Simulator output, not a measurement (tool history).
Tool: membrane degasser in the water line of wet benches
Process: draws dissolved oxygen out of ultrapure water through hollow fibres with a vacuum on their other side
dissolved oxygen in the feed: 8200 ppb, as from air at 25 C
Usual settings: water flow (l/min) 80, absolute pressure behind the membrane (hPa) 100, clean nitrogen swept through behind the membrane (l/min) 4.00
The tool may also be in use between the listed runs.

run    hour  water flow (l/min)  absolute pressure behind the membrane (hPa)  clean nitrogen swept through behind the membrane (l/min)  dissolved oxygen in the water behind the degasser (ppb)  pressure that the water loses in the fibres (hPa)
  1     0.0                  80                                          100                                                      4.00                                                    295.6                                              334.5
  2    33.0                  80                                          100                                                      4.00                                                    296.0                                              330.2
  3    85.8                  80                                          100                                                      4.00                                                    295.7                                              333.5
  4   152.9                 106                                          100                                                      4.00                                                    376.7                                              439.3
  5   214.3                 106                                          100                                                      4.00                                                    377.8                                              438.0
  6   277.5                 106                                          100                                                      4.00                                                    380.3                                              437.5
  7   326.2                  80                                          100                                                      4.00                                                    297.3                                              327.2
  8   374.9                  80                                          100                                                      4.00                                                    296.3                                              326.1
  9   429.1                  80                                          100                                                      2.02                                                    516.9                                              332.2
 10   476.9                  80                                          100                                                      4.00                                                    295.9                                              329.1
 11   543.8                  80                                          105                                                      4.00                                                    315.4                                              326.2
 12   609.4                  63                                          100                                                      4.00                                                    239.0                                              257.0
 13   654.1                  76                                          100                                                      4.00                                                    283.7                                              309.0
 14   693.2                  49                                          154                                                      4.00                                                    336.9                                              198.8
 15   761.3                  49                                          154                                                      4.00                                                    335.0                                              200.3
 16   827.0                  90                                          100                                                      3.84                                                    339.8                                              366.1
 17   861.1                  48                                           71                                                     11.06                                                     42.0                                              192.6
 18   932.5                  48                                          158                                                      9.45                                                    153.5                                              190.9
 19   969.7                  67                                          158                                                      5.49                                                    344.8                                              269.3
 20  1026.6                  80                                          125                                                      5.19                                                    319.0                                              324.6
     1045.2  -- gauge calibrated
 21  1090.0                  80                                          100                                                      2.17                                                    489.4                                              330.6
 22  1122.7                  80                                          100                                                      2.17                                                    489.0                                              332.6
 23  1166.9                  80                                          100                                                      2.17                                                    488.8                                              332.0

Forecast each of these 4 alternatives for the next run:
  A  1207.9                 123                                          100                                                      8.52                                                        ?                                                  ?
  B  1207.9                 112                                          161                                                      4.00                                                        ?                                                  ?
  C  1207.9                  92                                          100                                                      4.00                                                        ?                                                  ?
  D  1207.9                  80                                          188                                                      4.35                                                        ?                                                  ?

run  dissolved oxygen in the water behind the degasser (ppb)  pressure that the water loses in the fibres (hPa)
  A                                                    227.9                                              509.1
  B                                                    719.6                                              457.4
  C                                                    334.4                                              378.3
  D                                                    605.6                                              331.7
Without the tool's hidden state the same runs would have given:
run  dissolved oxygen in the water behind the degasser (ppb)  pressure that the water loses in the fibres (hPa)
  A                                                    227.8                                              511.1
  B                                                    719.4                                              459.2
  C                                                    334.3                                              379.7
  D                                                    605.4                                              333.0

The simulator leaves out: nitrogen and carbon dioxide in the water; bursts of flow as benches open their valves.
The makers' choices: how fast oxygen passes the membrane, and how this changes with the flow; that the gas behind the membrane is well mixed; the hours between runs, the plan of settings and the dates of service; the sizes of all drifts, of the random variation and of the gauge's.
